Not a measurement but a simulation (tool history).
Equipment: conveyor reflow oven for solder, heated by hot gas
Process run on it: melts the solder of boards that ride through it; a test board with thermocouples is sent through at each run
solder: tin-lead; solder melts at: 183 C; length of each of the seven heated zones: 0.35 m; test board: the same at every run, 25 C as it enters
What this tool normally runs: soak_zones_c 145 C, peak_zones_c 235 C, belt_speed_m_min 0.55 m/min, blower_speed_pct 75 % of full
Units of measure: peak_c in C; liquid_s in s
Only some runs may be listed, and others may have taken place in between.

run 1 hour=0 | soak_zones_c=145 peak_zones_c=235 belt_speed_m_min=0.55 blower_speed_pct=75 | peak_c=218.1 liquid_s=60.9
run 2 hour=9 | soak_zones_c=145 peak_zones_c=235 belt_speed_m_min=0.55 blower_speed_pct=69 | peak_c=217.4 liquid_s=59.8
run 3 hour=18.5 | soak_zones_c=145 peak_zones_c=235 belt_speed_m_min=0.55 blower_speed_pct=75 | peak_c=218.2 liquid_s=60.7
run 4 hour=28.3 | soak_zones_c=145 peak_zones_c=235 belt_speed_m_min=0.55 blower_speed_pct=75 | peak_c=218.4 liquid_s=60.9
run 5 hour=34.2 | soak_zones_c=145 peak_zones_c=235 belt_speed_m_min=0.502 blower_speed_pct=75 | peak_c=219.9 liquid_s=68.9
run 6 hour=44.5 | soak_zones_c=145 peak_zones_c=235 belt_speed_m_min=0.528 blower_speed_pct=75 | peak_c=218 liquid_s=64.4
run 7 hour=52.9 | soak_zones_c=145 peak_zones_c=235 belt_speed_m_min=0.528 blower_speed_pct=75 | peak_c=219.2 liquid_s=64.5
run 8 hour=58 | soak_zones_c=145 peak_zones_c=235 belt_speed_m_min=0.597 blower_speed_pct=75 | peak_c=215.1 liquid_s=53.4
run 9 hour=62.5 | soak_zones_c=145 peak_zones_c=235 belt_speed_m_min=0.597 blower_speed_pct=75 | peak_c=215.9 liquid_s=53.9
run 10 hour=72.4 | soak_zones_c=145 peak_zones_c=235 belt_speed_m_min=0.597 blower_speed_pct=75 | peak_c=215.7 liquid_s=53.9
run 11 hour=78.4 | soak_zones_c=145 peak_zones_c=235 belt_speed_m_min=0.55 blower_speed_pct=75 | peak_c=218.2 liquid_s=59.9
run 12 hour=85.6 | soak_zones_c=145 peak_zones_c=235 belt_speed_m_min=0.55 blower_speed_pct=75 | peak_c=217.5 liquid_s=61.6
run 13 hour=92.5 | soak_zones_c=145 peak_zones_c=240 belt_speed_m_min=0.55 blower_speed_pct=75 | peak_c=222.6 liquid_s=64.1
run 14 hour=100.7 | soak_zones_c=145 peak_zones_c=238 belt_speed_m_min=0.55 blower_speed_pct=75 | peak_c=220.9 liquid_s=62.7
run 15 hour=108.7 | soak_zones_c=142 peak_zones_c=235 belt_speed_m_min=0.55 blower_speed_pct=75 | peak_c=217.4 liquid_s=58.5
run 16 hour=119 | soak_zones_c=145 peak_zones_c=226 belt_speed_m_min=0.55 blower_speed_pct=65 | peak_c=208.4 liquid_s=52.9
run 17 hour=127.1 | soak_zones_c=145 peak_zones_c=231 belt_speed_m_min=0.45 blower_speed_pct=75 | peak_c=218.8 liquid_s=76.2
run 18 hour=133.6 | soak_zones_c=134 peak_zones_c=234 belt_speed_m_min=0.462 blower_speed_pct=75 | peak_c=219.7 liquid_s=69.9
run 19 hour=142.8 | soak_zones_c=145 peak_zones_c=235 belt_speed_m_min=0.55 blower_speed_pct=65 | peak_c=216.7 liquid_s=59.5
run 20 hour=149.6 | soak_zones_c=145 peak_zones_c=235 belt_speed_m_min=0.55 blower_speed_pct=65 | peak_c=216.7 liquid_s=58.9
run 21 hour=156.2 | soak_zones_c=145 peak_zones_c=235 belt_speed_m_min=0.55 blower_speed_pct=65 | peak_c=216.3 liquid_s=59.6
run 22 hour=163.3 | soak_zones_c=145 peak_zones_c=242 belt_speed_m_min=0.494 blower_speed_pct=65 | peak_c=225.1 liquid_s=73.5
run 23 hour=172.1 | soak_zones_c=145 peak_zones_c=242 belt_speed_m_min=0.649 blower_speed_pct=65 | peak_c=216.3 liquid_s=49
run 24 hour=179.1 | soak_zones_c=145 peak_zones_c=242 belt_speed_m_min=0.602 blower_speed_pct=65 | peak_c=219.7 liquid_s=55.5
run 25 hour=183.4 | soak_zones_c=159 peak_zones_c=235 belt_speed_m_min=0.498 blower_speed_pct=56 | peak_c=219.3 liquid_s=76.3
run 26 hour=188.3 | soak_zones_c=145 peak_zones_c=238 belt_speed_m_min=0.511 blower_speed_pct=75 | peak_c=222.1 liquid_s=69
run 27 hour=196.1 | soak_zones_c=145 peak_zones_c=238 belt_speed_m_min=0.511 blower_speed_pct=75 | peak_c=222.6 liquid_s=68.7
run 28 hour=200.8 | soak_zones_c=148 peak_zones_c=230 belt_speed_m_min=0.494 blower_speed_pct=64 | peak_c=214.5 liquid_s=67.3
run 29 hour=208.7 | soak_zones_c=132 peak_zones_c=235 belt_speed_m_min=0.489 blower_speed_pct=75 | peak_c=218.2 liquid_s=64.7
run 30 hour=214.1 | soak_zones_c=132 peak_zones_c=235 belt_speed_m_min=0.489 blower_speed_pct=75 | peak_c=218.5 liquid_s=63.5

Branching from run 30: 5 alternative next runs. What would each branch give?
run A hour=222.9 | soak_zones_c=132 peak_zones_c=235 belt_speed_m_min=0.634 blower_speed_pct=65 | peak_c=? liquid_s=?
run B hour=222.9 | soak_zones_c=145 peak_zones_c=248 belt_speed_m_min=0.55 blower_speed_pct=75 | peak_c=? liquid_s=?
run C hour=222.9 | soak_zones_c=132 peak_zones_c=241 belt_speed_m_min=0.489 blower_speed_pct=75 | peak_c=? liquid_s=?
run D hour=222.9 | soak_zones_c=148 peak_zones_c=230 belt_speed_m_min=0.583 blower_speed_pct=75 | peak_c=? liquid_s=?
run E hour=222.9 | soak_zones_c=143 peak_zones_c=235 belt_speed_m_min=0.476 blower_speed_pct=75 | peak_c=? liquid_s=?

run=A peak_c=208 liquid_s=39.4
run=B peak_c=228 liquid_s=67.2
run=C peak_c=223.8 liquid_s=68.6
run=D peak_c=212.2 liquid_s=52.5
run=E peak_c=221.6 liquid_s=73
Without the tool's hidden state the same runs would have given:
run=A peak_c=211.4 liquid_s=42.4
run=B peak_c=231.6 liquid_s=68.8
run=C peak_c=227.3 liquid_s=70.8
run=D peak_c=215.6 liquid_s=55
run=E peak_c=225.1 liquid_s=75.2
